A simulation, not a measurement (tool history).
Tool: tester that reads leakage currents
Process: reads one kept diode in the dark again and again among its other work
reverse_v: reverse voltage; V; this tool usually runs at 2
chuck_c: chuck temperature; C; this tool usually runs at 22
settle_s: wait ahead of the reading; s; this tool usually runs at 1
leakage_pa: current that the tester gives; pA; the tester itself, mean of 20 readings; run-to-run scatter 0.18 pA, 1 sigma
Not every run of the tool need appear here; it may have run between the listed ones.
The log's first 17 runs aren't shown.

run 18 day=15.929 | reverse_v=2 chuck_c=22 settle_s=1 | leakage_pa=57.41
run 19 day=16.942 | reverse_v=2 chuck_c=22 settle_s=1 | leakage_pa=57.21
run 20 day=17.583 | reverse_v=2 chuck_c=22 settle_s=1 | leakage_pa=57.33
run 21 day=18.171 | reverse_v=2 chuck_c=21 settle_s=2.93 | leakage_pa=52.89
run 22 day=18.992 | reverse_v=6.28 chuck_c=29 settle_s=3.11 | leakage_pa=156.77
run 23 day=19.633 | reverse_v=2.9 chuck_c=35 settle_s=1 | leakage_pa=183.8
run 24 day=20.217 | reverse_v=1.26 chuck_c=22 settle_s=9.06 | leakage_pa=47.48
run 25 day=20.792 | reverse_v=1.4 chuck_c=22 settle_s=0.72 | leakage_pa=49.57
run 26 day=21.529 | reverse_v=9.15 chuck_c=24 settle_s=5.32 | leakage_pa=122.63
run 27 day=22.517 | reverse_v=9.15 chuck_c=24 settle_s=5.32 | leakage_pa=122.69
run 28 day=23.4 | reverse_v=7.38 chuck_c=31 settle_s=0.72 | leakage_pa=195.39
run 29 day=24.258 | reverse_v=7.38 chuck_c=31 settle_s=0.72 | leakage_pa=193.88
run 30 day=24.904 | reverse_v=3.12 chuck_c=21 settle_s=0.72 | leakage_pa=62.72
run 31 day=25.708 | reverse_v=8.27 chuck_c=42 settle_s=0.38 | leakage_pa=460.56
run 32 day=26.592 | reverse_v=1.04 chuck_c=42 settle_s=4.24 | leakage_pa=203.06
run 33 day=27.412 | reverse_v=1.04 chuck_c=42 settle_s=4.24 | leakage_pa=203.75
run 34 day=28.167 | reverse_v=1.04 chuck_c=42 settle_s=1.51 | leakage_pa=204.74
run 35 day=29.371 | reverse_v=16.14 chuck_c=26 settle_s=3.27 | leakage_pa=178.76
run 36 day=30.462 | reverse_v=1.75 chuck_c=46 settle_s=4.7 | leakage_pa=330.41
run 37 day=31.354 | reverse_v=1.75 chuck_c=46 settle_s=4.7 | leakage_pa=330.93
run 38 day=32.583 | reverse_v=1.75 chuck_c=26 settle_s=0.58 | leakage_pa=73.82
run 39 day=33.321 | reverse_v=1.19 chuck_c=23 settle_s=5.07 | leakage_pa=49.93
run 40 day=34.308 | reverse_v=14.14 chuck_c=48 settle_s=5.02 | leakage_pa=855.38

Consider 3 possible next runs. They are alternatives, not a sequence: every one starts from the tool as it was left by run 40. What does each give?
run A day=34.833 | reverse_v=2 chuck_c=22 settle_s=0.45 | leakage_pa=?
run B day=34.833 | reverse_v=14.14 chuck_c=29 settle_s=0.48 | leakage_pa=?
run C day=34.833 | reverse_v=6.69 chuck_c=22 settle_s=1 | leakage_pa=?

run=A leakage_pa=56.3
run=B leakage_pa=215.61
run=C leakage_pa=90.96
Stripped of hidden state, with their random variation kept, the same runs would have yielded:
run=A leakage_pa=58.94
run=B leakage_pa=224.16
run=C leakage_pa=94.8

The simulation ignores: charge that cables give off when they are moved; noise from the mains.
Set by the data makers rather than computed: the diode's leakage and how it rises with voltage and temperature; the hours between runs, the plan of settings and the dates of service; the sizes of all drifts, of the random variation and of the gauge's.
